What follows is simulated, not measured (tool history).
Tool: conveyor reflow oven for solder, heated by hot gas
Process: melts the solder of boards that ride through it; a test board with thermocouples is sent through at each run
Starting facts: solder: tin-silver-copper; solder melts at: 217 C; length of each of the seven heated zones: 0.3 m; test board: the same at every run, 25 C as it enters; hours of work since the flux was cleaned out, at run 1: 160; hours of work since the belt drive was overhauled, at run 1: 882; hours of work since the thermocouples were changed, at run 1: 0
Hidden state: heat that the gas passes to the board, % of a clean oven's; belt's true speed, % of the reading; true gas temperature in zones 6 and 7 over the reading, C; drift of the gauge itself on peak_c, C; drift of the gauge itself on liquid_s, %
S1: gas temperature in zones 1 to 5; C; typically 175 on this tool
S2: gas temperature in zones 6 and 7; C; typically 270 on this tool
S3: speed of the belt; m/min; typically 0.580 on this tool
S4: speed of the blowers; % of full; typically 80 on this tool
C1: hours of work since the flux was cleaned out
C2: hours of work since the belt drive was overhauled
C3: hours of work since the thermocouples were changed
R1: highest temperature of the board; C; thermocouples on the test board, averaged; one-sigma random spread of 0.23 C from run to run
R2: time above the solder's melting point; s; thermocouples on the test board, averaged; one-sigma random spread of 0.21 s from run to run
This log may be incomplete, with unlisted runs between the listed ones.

| run | day | S1 | S2 | S3 | S4 | C1 | C2 | C3 | R1 | R2 |
|---|---|---|---|---|---|---|---|---|---|---|
| 1 | 0.000 | 175 | 270 | 0.580 | 80 | 160 | 882 | 0 | 256.0 | 49.9 |
|  | 1.317 | flux residue cleaned out of gas plates and filters |
| 2 | 1.858 | 175 | 270 | 0.580 | 80 | 9 | 909 | 27 | 257.5 | 51.2 |
| 3 | 4.254 | 175 | 270 | 0.674 | 80 | 48 | 949 | 66 | 252.4 | 41.1 |
| 4 | 5.867 | 175 | 270 | 0.674 | 80 | 75 | 975 | 93 | 252.4 | 40.8 |
| 5 | 7.233 | 175 | 274 | 0.580 | 80 | 97 | 998 | 115 | 260.7 | 52.6 |
| 6 | 9.083 | 175 | 274 | 0.580 | 80 | 128 | 1028 | 146 | 260.9 | 52.6 |
| 7 | 11.500 | 175 | 270 | 0.580 | 80 | 167 | 1068 | 186 | 256.6 | 50.8 |
|  | 12.362 | flux residue cleaned out of gas plates and filters |
| 8 | 14.496 | 175 | 270 | 0.580 | 80 | 35 | 1114 | 231 | 257.5 | 51.4 |
| 9 | 16.962 | 180 | 270 | 0.580 | 80 | 76 | 1154 | 272 | 258.5 | 53.2 |
| 10 | 18.304 | 175 | 270 | 0.580 | 80 | 98 | 1176 | 294 | 257.8 | 51.6 |
| 11 | 20.196 | 175 | 270 | 0.670 | 80 | 129 | 1207 | 325 | 252.4 | 41.5 |
| 12 | 22.454 | 175 | 270 | 0.670 | 80 | 166 | 1244 | 362 | 252.4 | 41.4 |
|  | 23.375 | flux residue cleaned out of gas plates and filters |
| 13 | 24.392 | 175 | 270 | 0.670 | 80 | 17 | 1273 | 391 | 254.2 | 42.5 |
| 14 | 26.108 | 177 | 270 | 0.580 | 80 | 45 | 1301 | 419 | 258.7 | 53.4 |
| 15 | 28.188 | 175 | 270 | 0.580 | 80 | 79 | 1335 | 453 | 258.0 | 52.3 |
| 16 | 30.162 | 175 | 270 | 0.580 | 80 | 112 | 1368 | 485 | 257.7 | 52.1 |
| 17 | 31.929 | 175 | 270 | 0.580 | 80 | 141 | 1397 | 514 | 257.7 | 51.7 |
| 18 | 33.558 | 175 | 270 | 0.580 | 80 | 167 | 1423 | 541 | 258.2 | 51.9 |
|  | 34.521 | flux residue cleaned out of gas plates and filters |
| 19 | 34.992 | 175 | 270 | 0.580 | 80 | 8 | 1444 | 561 | 259.6 | 52.8 |
| 20 | 37.483 | 175 | 270 | 0.580 | 80 | 49 | 1485 | 602 | 259.4 | 52.8 |
|  | 38.958 | belt drive overhauled, speed set with a stopwatch |
| 21 | 38.971 | 164 | 270 | 0.642 | 74 | 70 | 0 | 624 | 251.3 | 38.7 |
| 22 | 40.850 | 164 | 270 | 0.642 | 74 | 101 | 31 | 655 | 251.6 | 38.4 |
| 23 | 42.275 | 164 | 270 | 0.642 | 74 | 125 | 54 | 678 | 250.7 | 37.9 |
| 24 | 44.962 | 182 | 270 | 0.642 | 70 | 169 | 99 | 723 | 254.0 | 44.2 |
|  | 45.638 | flux residue cleaned out of gas plates and filters |
| 25 | 46.496 | 175 | 269 | 0.672 | 71 | 14 | 120 | 744 | 251.6 | 39.2 |
| 26 | 48.358 | 174 | 270 | 0.580 | 85 | 45 | 151 | 775 | 259.3 | 50.8 |
| 27 | 49.762 | 175 | 270 | 0.580 | 76 | 68 | 174 | 798 | 257.7 | 50.2 |
| 28 | 51.608 | 175 | 270 | 0.580 | 57 | 98 | 204 | 828 | 253.7 | 47.2 |
| 29 | 52.804 | 188 | 279 | 0.580 | 80 | 118 | 224 | 848 | 268.5 | 58.3 |
| 30 | 53.958 | 188 | 270 | 0.580 | 72 | 137 | 243 | 867 | 259.1 | 54.5 |

Alternative continuations, all from the tool just after run 30; predict every row:
| A | 56.050 | 175 | 270 | 0.688 | 77 | 171 | 277 | 901 | ? | ? |
| B | 56.050 | 175 | 272 | 0.588 | 80 | 171 | 277 | 901 | ? | ? |
| C | 56.050 | 179 | 268 | 0.580 | 72 | 171 | 277 | 901 | ? | ? |

| run | R1 | R2 |
|---|---|---|
| A | 251.3 | 38.5 |
| B | 259.6 | 50.0 |
| C | 255.5 | 49.9 |
With no hidden state in the tool, these same runs would have given:
| run | R1 | R2 |
|---|---|---|
| A | 251.0 | 38.5 |
| B | 258.8 | 49.7 |
| C | 254.7 | 49.5 |
